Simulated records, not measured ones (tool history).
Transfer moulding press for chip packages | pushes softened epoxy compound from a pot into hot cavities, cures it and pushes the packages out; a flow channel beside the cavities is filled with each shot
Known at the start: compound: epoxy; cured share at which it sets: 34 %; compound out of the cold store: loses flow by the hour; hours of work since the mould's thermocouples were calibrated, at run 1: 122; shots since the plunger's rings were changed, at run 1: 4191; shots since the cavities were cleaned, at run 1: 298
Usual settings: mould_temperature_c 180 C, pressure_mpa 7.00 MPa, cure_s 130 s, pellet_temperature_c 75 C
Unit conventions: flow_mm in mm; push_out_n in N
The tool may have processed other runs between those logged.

run	hour	mould_temperature_c	pressure_mpa	cure_s	pellet_temperature_c	hours of work since the mould's thermocouples were calibrated	shots since the plunger's rings were changed	shots since the cavities were cleaned	incoming compound's hours out of the cold store	flow_mm	push_out_n
1	0.0	180	7.00	130	75	122	4191	298	17.5	664	253
2	13.6	180	7.00	130	75	128	4274	381	32.1	637	278
# hour 31.4: cavities cleaned with cleaning compound and waxed
3	32.5	180	7.00	130	75	136	4378	6	27.9	637	341
4	50.5	180	7.00	130	85	144	4488	116	19.0	659	346
5	64.9	180	7.00	130	76	150	4575	203	27.5	641	327
6	82.0	180	7.00	130	75	158	4679	307	42.4	610	343
7	90.0	180	7.00	130	82	161	4727	355	9.9	675	346
# hour 95.3: cavities cleaned with cleaning compound and waxed, once more
8	108.1	180	7.00	130	82	169	4828	78	17.9	660	211
9	124.0	180	7.00	130	75	176	4924	174	24.9	647	225
10	138.4	180	7.00	130	71	182	5011	261	28.9	634	254
# hour 152.4: plunger's sealing rings changed
11	155.7	180	7.00	130	70	189	21	351	42.3	637	259
12	165.1	180	7.00	130	71	193	78	408	16.8	692	272
13	175.9	180	7.00	130	75	197	143	473	12.7	698	276
# hour 178.5: cavities cleaned with cleaning compound and waxed
14	191.4	180	7.00	130	75	204	228	78	12.7	700	219
15	204.0	187	7.00	118	75	209	304	154	30.7	643	201
16	222.1	187	7.00	118	75	217	414	264	17.7	672	218
17	230.0	187	7.00	118	75	221	461	311	30.9	641	219
18	240.2	187	6.11	129	75	225	523	373	15.0	627	209
# hour 258.6: cavities cleaned with cleaning compound and waxed
19	258.6	187	6.37	131	76	233	625	0	9.0	655	160
20	273.3	187	6.37	131	76	239	714	89	43.2	592	175
21	285.8	174	8.06	131	66	245	790	165	16.1	760	335
22	293.8	180	8.73	116	75	248	839	214	38.6	711	278
23	307.6	180	8.73	116	75	254	922	297	24.5	736	318
24	325.4	173	5.55	114	75	262	1030	405	37.8	581	541
# hour 339.1: cavities cleaned with cleaning compound and waxed
25	345.2	173	5.55	114	75	270	1141	37	26.5	608	421
26	355.6	180	7.18	117	81	275	1204	100	11.8	705	252
27	365.8	176	5.80	130	66	279	1266	162	41.0	582	292
28	379.8	180	6.43	142	83	285	1351	247	21.7	636	218

Branching from run 28: 3 alternative next runs. What would each branch give?
A	394.2	188	6.43	142	83	292	1438	334	14.2	?	?
B	394.2	177	7.00	130	68	292	1438	334	29.3	?	?
C	394.2	180	6.43	142	81	292	1438	334	20.7	?	?

run	flow_mm	push_out_n
A	641	209
B	660	318
C	644	243
Had the tool no hidden state, the same runs would have come out as:
run	flow_mm	push_out_n
A	651	150
B	671	241
C	655	179
